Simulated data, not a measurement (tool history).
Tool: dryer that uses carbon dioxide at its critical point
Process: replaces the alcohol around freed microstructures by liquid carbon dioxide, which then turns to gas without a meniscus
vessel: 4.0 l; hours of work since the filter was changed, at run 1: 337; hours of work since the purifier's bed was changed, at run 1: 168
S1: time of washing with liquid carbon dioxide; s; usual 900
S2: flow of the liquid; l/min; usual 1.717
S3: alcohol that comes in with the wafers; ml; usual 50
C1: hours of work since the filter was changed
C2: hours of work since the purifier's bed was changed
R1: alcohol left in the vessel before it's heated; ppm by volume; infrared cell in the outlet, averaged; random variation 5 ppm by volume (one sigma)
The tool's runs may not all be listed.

run,day,S1,S2,S3,C1,C2,R1
1,0,900,1.717,50,337,168,70
2,1.362,900,1.717,50,355,186,76
3,2.038,900,1.717,50,364,195,78
4,2.888,900,1.717,50,375,206,85
5,3.75,900,1.717,50,386,218,88
6,4.721,900,1.717,50,399,230,90
7,6.021,900,1.717,50,416,247,89
8,7.238,900,1.717,50,432,263,83
9,8.671,900,1.717,50,451,282,97
10,9.612,900,1.717,50,463,295,110
11,11.046,900,1.717,50,482,313,102
12,12.058,900,1.717,50,495,327,106
13,13.079,900,1.717,30,509,340,95
14,13.742,900,1.717,50,517,349,115
15,15.25,900,1.717,50,537,369,127
# day 16.208: inlet filter changed
16,16.525,900,1.717,79,4,385,116
17,17.933,900,1.717,34,23,403,90
18,18.925,900,1.717,34,36,416,92
19,20.375,1080,1.717,50,55,435,85
20,21.938,1320,1.717,50,75,456,89
21,22.958,900,1.717,50,89,469,111
22,23.921,900,1.717,45,101,482,108
23,25.517,900,1.717,51,122,503,121
24,26.971,900,1.717,51,141,522,123
25,28.371,960,2.06,50,160,540,106
26,29.442,720,1.17,61,174,554,723
27,30.771,720,1.17,61,191,572,737
28,31.596,660,1.72,65,202,583,295
29,33.15,660,1.72,65,223,603,298
30,34.067,660,1.72,65,235,615,308
31,35.125,660,1.38,68,248,629,659
32,36.058,900,2.48,21,261,641,116
33,37.475,600,2.07,74,279,660,252
34,38.85,600,1.717,24,297,678,246
35,39.538,660,2.19,54,306,687,174
36,40.679,900,2.4,24,321,702,123
# day 41.983: purifier's bed changed
37,42.071,900,1.11,32,338,1,221
38,43.417,1380,1.29,93,356,19,44
39,44.483,540,1.717,50,370,33,398
40,45.225,1320,1.717,77,379,43,18
41,46.796,840,1.717,31,400,63,55
42,48.2,900,1.59,58,418,82,92
43,49.512,900,2.42,85,436,99,32
44,50.229,840,1.08,29,445,108,315
45,51.508,840,1.08,29,462,125,318
46,53,1200,2.11,102,482,145,27
47,54.542,1200,2.11,102,502,165,38

How the hidden state differs across the entries between the runs, from the last listed run before each to the first after it:
Between runs 15 and 16: inlet filter changed (day 16.208)
  flow that reaches the vessel past the clogged filter, %: 88.2 -> 99.9; alcohol in the recycled carbon dioxide, ppm: 68.9 -> 71.6
  measured less the result without the state, R1: +93 -> +68 ppm by volume
Between runs 36 and 37: purifier's bed changed (day 41.983)
  flow that reaches the vessel past the clogged filter, %: 93.3 -> 93; alcohol in the recycled carbon dioxide, ppm: 124.2 -> 5.6
  measured less the result without the state, R1: +119 -> +51 ppm by volume
